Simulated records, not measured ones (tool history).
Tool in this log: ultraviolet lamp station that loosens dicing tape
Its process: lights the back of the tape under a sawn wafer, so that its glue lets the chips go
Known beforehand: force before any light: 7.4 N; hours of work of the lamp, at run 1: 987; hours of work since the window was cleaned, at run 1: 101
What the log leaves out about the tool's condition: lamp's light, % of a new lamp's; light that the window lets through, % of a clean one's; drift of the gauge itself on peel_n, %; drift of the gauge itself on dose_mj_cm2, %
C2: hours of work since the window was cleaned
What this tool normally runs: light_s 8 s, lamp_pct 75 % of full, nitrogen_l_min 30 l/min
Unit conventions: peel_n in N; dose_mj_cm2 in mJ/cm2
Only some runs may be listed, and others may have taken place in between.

run 1 hour=0.0 | light_s=8 lamp_pct=75 nitrogen_l_min=30 | hours_of_work_of_the_lamp=987 C2=101 | peel_n=1.561 dose_mj_cm2=377
run 2 hour=32.5 | light_s=9 lamp_pct=75 nitrogen_l_min=30 | hours_of_work_of_the_lamp=1010 C2=124 | peel_n=1.261 dose_mj_cm2=421
run 3 hour=65.1 | light_s=10 lamp_pct=75 nitrogen_l_min=30 | hours_of_work_of_the_lamp=1033 C2=147 | peel_n=1.127 dose_mj_cm2=458
run 4 hour=106.4 | light_s=10 lamp_pct=75 nitrogen_l_min=30 | hours_of_work_of_the_lamp=1063 C2=176 | peel_n=1.123 dose_mj_cm2=445
run 5 hour=147.9 | light_s=14 lamp_pct=75 nitrogen_l_min=30 | hours_of_work_of_the_lamp=1092 C2=206 | peel_n=0.592 dose_mj_cm2=613
run 6 hour=181.1 | light_s=14 lamp_pct=75 nitrogen_l_min=30 | hours_of_work_of_the_lamp=1116 C2=229 | peel_n=0.604 dose_mj_cm2=600
-- hour=200.2 window cleaned of glue's vapour
run 7 hour=220.7 | light_s=14 lamp_pct=87 nitrogen_l_min=30 | hours_of_work_of_the_lamp=1143 C2=15 | peel_n=0.388 dose_mj_cm2=721
run 8 hour=260.3 | light_s=14 lamp_pct=87 nitrogen_l_min=30 | hours_of_work_of_the_lamp=1171 C2=43 | peel_n=0.410 dose_mj_cm2=712
run 9 hour=287.2 | light_s=14 lamp_pct=87 nitrogen_l_min=30 | hours_of_work_of_the_lamp=1191 C2=62 | peel_n=0.415 dose_mj_cm2=700
run 10 hour=309.2 | light_s=14 lamp_pct=87 nitrogen_l_min=13 | hours_of_work_of_the_lamp=1206 C2=77 | peel_n=0.970 dose_mj_cm2=695
run 11 hour=332.0 | light_s=14 lamp_pct=87 nitrogen_l_min=13 | hours_of_work_of_the_lamp=1222 C2=94 | peel_n=1.015 dose_mj_cm2=682
run 12 hour=363.9 | light_s=8 lamp_pct=75 nitrogen_l_min=44 | hours_of_work_of_the_lamp=1245 C2=116 | peel_n=1.476 dose_mj_cm2=337
run 13 hour=405.4 | light_s=8 lamp_pct=75 nitrogen_l_min=44 | hours_of_work_of_the_lamp=1274 C2=146 | peel_n=1.453 dose_mj_cm2=329
run 14 hour=438.2 | light_s=8 lamp_pct=75 nitrogen_l_min=30 | hours_of_work_of_the_lamp=1298 C2=169 | peel_n=1.858 dose_mj_cm2=323
run 15 hour=458.0 | light_s=14 lamp_pct=75 nitrogen_l_min=30 | hours_of_work_of_the_lamp=1312 C2=183 | peel_n=0.720 dose_mj_cm2=556
run 16 hour=480.0 | light_s=8 lamp_pct=75 nitrogen_l_min=30 | hours_of_work_of_the_lamp=1327 C2=199 | peel_n=1.938 dose_mj_cm2=315
run 17 hour=510.2 | light_s=8 lamp_pct=75 nitrogen_l_min=39 | hours_of_work_of_the_lamp=1349 C2=220 | peel_n=1.725 dose_mj_cm2=309
run 18 hour=535.7 | light_s=8 lamp_pct=75 nitrogen_l_min=39 | hours_of_work_of_the_lamp=1367 C2=238 | peel_n=1.715 dose_mj_cm2=304
-- hour=542.2 window cleaned of glue's vapour
-- hour=549.2 lamp changed
run 19 hour=569.1 | light_s=8 lamp_pct=75 nitrogen_l_min=39 | hours_of_work_of_the_lamp=14 C2=18 | peel_n=0.714 dose_mj_cm2=511
run 20 hour=604.5 | light_s=8 lamp_pct=75 nitrogen_l_min=30 | hours_of_work_of_the_lamp=39 C2=44 | peel_n=0.902 dose_mj_cm2=504
run 21 hour=623.6 | light_s=8 lamp_pct=75 nitrogen_l_min=30 | hours_of_work_of_the_lamp=53 C2=57 | peel_n=0.944 dose_mj_cm2=504
run 22 hour=643.2 | light_s=8 lamp_pct=75 nitrogen_l_min=30 | hours_of_work_of_the_lamp=67 C2=71 | peel_n=0.952 dose_mj_cm2=492
run 23 hour=664.2 | light_s=8 lamp_pct=75 nitrogen_l_min=30 | hours_of_work_of_the_lamp=82 C2=86 | peel_n=0.961 dose_mj_cm2=499
run 24 hour=697.3 | light_s=5 lamp_pct=75 nitrogen_l_min=56 | hours_of_work_of_the_lamp=105 C2=109 | peel_n=1.448 dose_mj_cm2=307
run 25 hour=729.8 | light_s=8 lamp_pct=88 nitrogen_l_min=30 | hours_of_work_of_the_lamp=128 C2=132 | peel_n=0.664 dose_mj_cm2=569
run 26 hour=753.2 | light_s=5 lamp_pct=61 nitrogen_l_min=30 | hours_of_work_of_the_lamp=145 C2=149 | peel_n=2.524 dose_mj_cm2=241
run 27 hour=794.6 | light_s=8 lamp_pct=89 nitrogen_l_min=30 | hours_of_work_of_the_lamp=174 C2=178 | peel_n=0.712 dose_mj_cm2=560
run 28 hour=829.7 | light_s=8 lamp_pct=69 nitrogen_l_min=30 | hours_of_work_of_the_lamp=199 C2=203 | peel_n=1.259 dose_mj_cm2=427
run 29 hour=869.8 | light_s=9 lamp_pct=75 nitrogen_l_min=38 | hours_of_work_of_the_lamp=228 C2=232 | peel_n=0.715 dose_mj_cm2=513
-- hour=886.8 window cleaned of glue's vapour
run 30 hour=905.6 | light_s=8 lamp_pct=100 nitrogen_l_min=30 | hours_of_work_of_the_lamp=253 C2=13 | peel_n=0.541 dose_mj_cm2=645
run 31 hour=931.8 | light_s=14 lamp_pct=62 nitrogen_l_min=15 | hours_of_work_of_the_lamp=271 C2=32 | peel_n=0.870 dose_mj_cm2=689
run 32 hour=965.5 | light_s=11 lamp_pct=75 nitrogen_l_min=30 | hours_of_work_of_the_lamp=295 C2=56 | peel_n=0.525 dose_mj_cm2=654
run 33 hour=1002.9 | light_s=6 lamp_pct=81 nitrogen_l_min=37 | hours_of_work_of_the_lamp=322 C2=82 | peel_n=1.324 dose_mj_cm2=372
run 34 hour=1036.1 | light_s=4 lamp_pct=83 nitrogen_l_min=30 | hours_of_work_of_the_lamp=345 C2=106 | peel_n=2.562 dose_mj_cm2=252
run 35 hour=1068.7 | light_s=10 lamp_pct=84 nitrogen_l_min=43 | hours_of_work_of_the_lamp=368 C2=129 | peel_n=0.392 dose_mj_cm2=631
run 36 hour=1093.8 | light_s=10 lamp_pct=84 nitrogen_l_min=43 | hours_of_work_of_the_lamp=386 C2=147 | peel_n=0.381 dose_mj_cm2=631
run 37 hour=1126.5 | light_s=10 lamp_pct=84 nitrogen_l_min=43 | hours_of_work_of_the_lamp=409 C2=170 | peel_n=0.387 dose_mj_cm2=622
run 38 hour=1158.6 | light_s=5 lamp_pct=71 nitrogen_l_min=36 | hours_of_work_of_the_lamp=432 C2=193 | peel_n=2.267 dose_mj_cm2=261
run 39 hour=1191.6 | light_s=5 lamp_pct=71 nitrogen_l_min=36 | hours_of_work_of_the_lamp=456 C2=216 | peel_n=2.393 dose_mj_cm2=254
run 40 hour=1212.7 | light_s=8 lamp_pct=76 nitrogen_l_min=30 | hours_of_work_of_the_lamp=471 C2=231 | peel_n=1.190 dose_mj_cm2=435
-- hour=1229.4 window cleaned of glue's vapour
run 41 hour=1237.5 | light_s=8 lamp_pct=71 nitrogen_l_min=30 | hours_of_work_of_the_lamp=488 C2=6 | peel_n=1.231 dose_mj_cm2=424
run 42 hour=1268.6 | light_s=8 lamp_pct=61 nitrogen_l_min=20 | hours_of_work_of_the_lamp=510 C2=28 | peel_n=2.104 dose_mj_cm2=358
run 43 hour=1295.1 | light_s=8 lamp_pct=61 nitrogen_l_min=20 | hours_of_work_of_the_lamp=529 C2=47 | peel_n=2.120 dose_mj_cm2=352

Forecast each of these 3 alternatives for the next run:
run A hour=1323.9 | light_s=10 lamp_pct=68 nitrogen_l_min=16 | hours_of_work_of_the_lamp=549 C2=67 | peel_n=? dose_mj_cm2=?
run B hour=1323.9 | light_s=12 lamp_pct=84 nitrogen_l_min=30 | hours_of_work_of_the_lamp=549 C2=67 | peel_n=? dose_mj_cm2=?
run C hour=1323.9 | light_s=6 lamp_pct=75 nitrogen_l_min=12 | hours_of_work_of_the_lamp=549 C2=67 | peel_n=? dose_mj_cm2=?

run=A peel_n=1.524 dose_mj_cm2=487
run=B peel_n=0.392 dose_mj_cm2=730
run=C peel_n=2.888 dose_mj_cm2=319
Stripped of hidden state, with their random variation kept, the same runs would have yielded:
run=A peel_n=1.098 dose_mj_cm2=591
run=B peel_n=0.231 dose_mj_cm2=886
run=C peel_n=2.378 dose_mj_cm2=388
